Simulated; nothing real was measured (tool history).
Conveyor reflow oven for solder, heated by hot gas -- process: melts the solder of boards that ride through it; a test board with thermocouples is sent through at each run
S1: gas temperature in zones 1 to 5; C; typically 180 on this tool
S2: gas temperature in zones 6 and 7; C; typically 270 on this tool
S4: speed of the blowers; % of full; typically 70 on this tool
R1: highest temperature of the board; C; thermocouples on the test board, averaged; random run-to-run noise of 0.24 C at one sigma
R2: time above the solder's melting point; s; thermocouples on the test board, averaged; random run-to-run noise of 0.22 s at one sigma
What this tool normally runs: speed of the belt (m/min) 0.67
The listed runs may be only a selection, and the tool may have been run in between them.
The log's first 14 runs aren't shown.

{"run": 15, "day": 9.208, "S1": 169, "S2": 270, "speed of the belt (m/min)": 0.67, "S4": 70, "R1": 249, "R2": 48.5}
{"run": 16, "day": 9.871, "S1": 169, "S2": 270, "speed of the belt (m/min)": 0.67, "S4": 57, "R1": 245.8, "R2": 46.1}
{"run": 17, "day": 10.567, "S1": 187, "S2": 276, "speed of the belt (m/min)": 0.758, "S4": 70, "R1": 252.6, "R2": 50.2}
{"run": 18, "day": 10.962, "S1": 187, "S2": 276, "speed of the belt (m/min)": 0.758, "S4": 70, "R1": 252.4, "R2": 50.4}
{"run": 19, "day": 11.75, "S1": 166, "S2": 276, "speed of the belt (m/min)": 0.758, "S4": 70, "R1": 247, "R2": 39.7}
{"day": 12.342, "done": "flux residue cleaned out of gas plates and filters, once more"}
{"run": 20, "day": 12.342, "S1": 190, "S2": 271, "speed of the belt (m/min)": 0.67, "S4": 69, "R1": 255.8, "R2": 62.2}
{"run": 21, "day": 12.85, "S1": 190, "S2": 271, "speed of the belt (m/min)": 0.67, "S4": 69, "R1": 256.5, "R2": 62.3}
{"run": 22, "day": 13.429, "S1": 181, "S2": 280, "speed of the belt (m/min)": 0.597, "S4": 54, "R1": 263.1, "R2": 69.8}
{"run": 23, "day": 14.062, "S1": 181, "S2": 280, "speed of the belt (m/min)": 0.597, "S4": 54, "R1": 263.3, "R2": 70}

Estimate the outcome of run 24 from the log above:
{"day": 14.412, "done": "thermocouples of zones 6 and 7 changed"}
{"run": 24, "day": 14.608, "S1": 181, "S2": 280, "speed of the belt (m/min)": 0.597, "S4": 54, "R1": "?", "R2": "?"}

Logged for run 24: R1 262.8 C, R2 69.5 s.
Were there no unlogged condition in the tool, this run, its random variation unchanged, would have produced R1 263 C, R2 68.9 s.

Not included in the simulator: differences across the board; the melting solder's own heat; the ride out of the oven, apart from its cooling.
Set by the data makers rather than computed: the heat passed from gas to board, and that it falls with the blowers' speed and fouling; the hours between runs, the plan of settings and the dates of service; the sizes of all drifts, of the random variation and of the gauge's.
